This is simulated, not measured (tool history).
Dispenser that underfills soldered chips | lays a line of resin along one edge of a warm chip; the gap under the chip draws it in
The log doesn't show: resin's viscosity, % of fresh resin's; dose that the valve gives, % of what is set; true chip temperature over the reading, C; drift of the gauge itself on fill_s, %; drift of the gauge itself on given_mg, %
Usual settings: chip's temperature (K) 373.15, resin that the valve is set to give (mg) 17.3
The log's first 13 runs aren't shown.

run,hour,chip's temperature (K),resin that the valve is set to give (mg),hours of work since the syringe was changed,hours of work since the valve was cleaned,hours of work since the stage was calibrated,time until the resin shows at the far edge (s),resin that the valve gave (mg)
# hour 80.6: dispensing valve cleaned and set on the balance
# hour 81.5: new syringe of resin
14,84.3,373.15,21.1,2,2,150,55.3,20.9
15,92.8,373.15,19.7,8,9,156,94.8,19.46
# hour 96.4: new syringe of resin
16,101.2,373.15,19.7,3,14,162,62.1,19.4
17,107.8,373.15,20.6,8,19,166,94.8,20.18
# hour 111.6: new syringe of resin
18,111.9,373.15,20.6,0,22,169,45.6,20.19
19,116.9,385.15,17.3,4,26,173,39.3,16.96
20,122.5,385.15,17.3,8,30,177,56.1,16.72
# hour 126.8: new syringe of resin
21,131.4,385.15,17.3,3,36,183,37,16.69
22,136.7,385.15,17.3,7,40,187,51.9,16.63
# hour 142.2: new syringe of resin
23,144.7,385.15,20.8,2,45,192,33,19.94
24,153.4,369.15,17.4,8,51,199,115.4,16.63
# hour 157.3: new syringe of resin
25,157.8,376.15,20.9,0,54,202,42.3,19.94
26,165.8,376.15,20.9,6,60,207,69.2,19.94
# hour 172.2: new syringe of resin
27,173.4,374.15,14.9,1,65,213,52.4,14.06
# hour 175.5: dispensing valve cleaned and set on the balance
28,180.7,359.15,21.3,5,4,217,138.5,21.16
# hour 188.1: new syringe of resin
29,188.5,377.15,16.1,0,9,223,39.6,16.04
30,195.7,385.15,20.4,5,14,228,44.2,20.14
31,202.4,385.15,20.4,10,19,233,67.6,20.09
# hour 203.3: new syringe of resin
32,206.8,376.15,14.9,3,22,236,54.2,14.6
33,215.6,365.15,14.9,9,29,242,154.3,14.5
# hour 218.7: new syringe of resin
34,221.9,369.15,17.2,2,33,246,69.4,16.75
35,229.5,369.15,17.2,8,38,252,113.3,16.68

3 ways to go on from here, each from the tool as it stands after run 35. What would each give?
# hour 234.2: new syringe of resin
A,234.8,370.15,17.3,0,42,255,?,?
# hour 234.2: new syringe of resin
B,234.8,382.15,21.4,0,42,255,?,?
# hour 234.2: new syringe of resin
C,234.8,359.15,16.8,0,42,255,?,?

run,time until the resin shows at the far edge (s),resin that the valve gave (mg)
A,55.5,16.79
B,31.5,20.67
C,93.3,16.32
Without the tool's hidden state the same runs would have given:
run,time until the resin shows at the far edge (s),resin that the valve gave (mg)
A,57.9,17.37
B,32.9,21.38
C,97.9,16.88
